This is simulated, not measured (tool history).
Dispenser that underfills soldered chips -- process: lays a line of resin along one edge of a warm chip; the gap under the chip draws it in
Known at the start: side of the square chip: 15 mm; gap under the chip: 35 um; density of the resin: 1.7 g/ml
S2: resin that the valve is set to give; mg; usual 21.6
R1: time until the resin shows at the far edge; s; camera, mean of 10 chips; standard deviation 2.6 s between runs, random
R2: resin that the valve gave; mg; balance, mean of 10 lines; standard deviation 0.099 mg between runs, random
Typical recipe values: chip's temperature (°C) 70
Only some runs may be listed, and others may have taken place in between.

run 1 hour=0.0 | chip's_temperature_(°C)=70 S2=21.6 | R1=268.6 R2=20.93
run 2 hour=8.3 | chip's_temperature_(°C)=78 S2=21.6 | R1=249.2 R2=20.85
-- hour=16.6 new syringe of resin
run 3 hour=17.8 | chip's_temperature_(°C)=78 S2=21.6 | R1=188.3 R2=20.70
run 4 hour=25.4 | chip's_temperature_(°C)=78 S2=21.6 | R1=237.3 R2=20.40
run 5 hour=31.2 | chip's_temperature_(°C)=79 S2=21.6 | R1=266.4 R2=20.53
-- hour=35.5 new syringe of resin
run 6 hour=38.4 | chip's_temperature_(°C)=79 S2=21.6 | R1=192.2 R2=20.33
run 7 hour=42.9 | chip's_temperature_(°C)=70 S2=21.6 | R1=313.5 R2=20.59
run 8 hour=47.7 | chip's_temperature_(°C)=70 S2=20.3 | R1=372.9 R2=19.23
run 9 hour=52.1 | chip's_temperature_(°C)=65 S2=21.6 | R1=512.9 R2=20.45
-- hour=54.6 new syringe of resin
run 10 hour=60.4 | chip's_temperature_(°C)=65 S2=21.6 | R1=379.1 R2=20.27
run 11 hour=64.2 | chip's_temperature_(°C)=65 S2=21.6 | R1=427.8 R2=20.07
run 12 hour=70.0 | chip's_temperature_(°C)=70 S2=20.8 | R1=411.5 R2=19.36
-- hour=73.6 new syringe of resin
run 13 hour=74.7 | chip's_temperature_(°C)=70 S2=20.8 | R1=269.3 R2=19.38
run 14 hour=81.8 | chip's_temperature_(°C)=70 S2=20.7 | R1=328.8 R2=19.22
run 15 hour=86.5 | chip's_temperature_(°C)=65 S2=21.6 | R1=473.7 R2=19.93
-- hour=93.0 new syringe of resin
run 16 hour=95.0 | chip's_temperature_(°C)=65 S2=21.6 | R1=345.8 R2=19.97
run 17 hour=102.3 | chip's_temperature_(°C)=70 S2=21.6 | R1=351.3 R2=19.95
run 18 hour=106.1 | chip's_temperature_(°C)=67 S2=21.6 | R1=446.9 R2=19.87
-- hour=112.0 new syringe of resin
-- hour=113.9 dispensing valve cleaned and set on the balance
run 19 hour=113.9 | chip's_temperature_(°C)=67 S2=21.6 | R1=297.0 R2=21.55
run 20 hour=119.9 | chip's_temperature_(°C)=62 S2=23.9 | R1=447.4 R2=23.77
run 21 hour=123.6 | chip's_temperature_(°C)=63 S2=20.1 | R1=488.7 R2=19.89
run 22 hour=130.4 | chip's_temperature_(°C)=61 S2=25.1 | R1=641.5 R2=24.76
-- hour=132.0 new syringe of resin
run 23 hour=139.4 | chip's_temperature_(°C)=61 S2=25.1 | R1=476.7 R2=24.88
run 24 hour=147.9 | chip's_temperature_(°C)=58 S2=26.3 | R1=684.6 R2=25.94
-- hour=151.4 new syringe of resin
run 25 hour=156.7 | chip's_temperature_(°C)=55 S2=21.9 | R1=589.1 R2=21.50
run 26 hour=164.9 | chip's_temperature_(°C)=68 S2=21.1 | R1=416.5 R2=20.57
run 27 hour=169.0 | chip's_temperature_(°C)=68 S2=21.1 | R1=466.7 R2=20.53
-- hour=170.5 new syringe of resin
run 28 hour=178.3 | chip's_temperature_(°C)=69 S2=27.2 | R1=328.2 R2=26.42
run 29 hour=186.6 | chip's_temperature_(°C)=58 S2=20.8 | R1=716.1 R2=20.31
-- hour=189.6 new syringe of resin
run 30 hour=195.2 | chip's_temperature_(°C)=56 S2=19.0 | R1=584.5 R2=18.30
run 31 hour=203.8 | chip's_temperature_(°C)=56 S2=19.0 | R1=759.7 R2=18.19
-- hour=208.8 new syringe of resin
run 32 hour=211.9 | chip's_temperature_(°C)=56 S2=19.0 | R1=562.6 R2=18.11
run 33 hour=218.3 | chip's_temperature_(°C)=55 S2=28.0 | R1=664.0 R2=26.52
run 34 hour=222.8 | chip's_temperature_(°C)=80 S2=19.6 | R1=270.0 R2=18.64
-- hour=227.7 new syringe of resin
run 35 hour=227.7 | chip's_temperature_(°C)=73 S2=21.0 | R1=227.4 R2=19.92
run 36 hour=232.3 | chip's_temperature_(°C)=74 S2=23.3 | R1=244.1 R2=22.06
run 37 hour=239.2 | chip's_temperature_(°C)=74 S2=23.3 | R1=296.7 R2=22.07

Pick out some run-to-run changes in R1. Of each, how much would a tool without hidden state show as well, from the settings, what came in and chance, and how much is left for the hidden state and any gauge scatter not in both results compared?
The hidden state here: resin's viscosity, % of fresh resin's; dose that the valve gives, % of what is set; true chip temperature over the reading, C; drift of the gauge itself on fill_s, %; drift of the gauge itself on given_mg, %.
Run 23 -> 24: chip's temperature (°C) 61 -> 58, S2 25.1 -> 26.3. R1 +207.9 s: hidden state +165.0, all else +42.9.
Run 28 -> 29: chip's temperature (°C) 69 -> 58, S2 27.2 -> 20.8. R1 +387.9 s: hidden state +209.0, all else +178.9.
Run 29 -> 30: chip's temperature (°C) 58 -> 56, S2 20.8 -> 19.0, new syringe of resin. R1 -131.6 s: hidden state -178.6, all else +47.0.
Run 31 -> 32: new syringe of resin. R1 -197.1 s: hidden state -215.3, all else +18.2.
Run 33 -> 34: chip's temperature (°C) 55 -> 80, S2 28.0 -> 19.6. R1 -394.0 s: hidden state -73.7, all else -320.3.
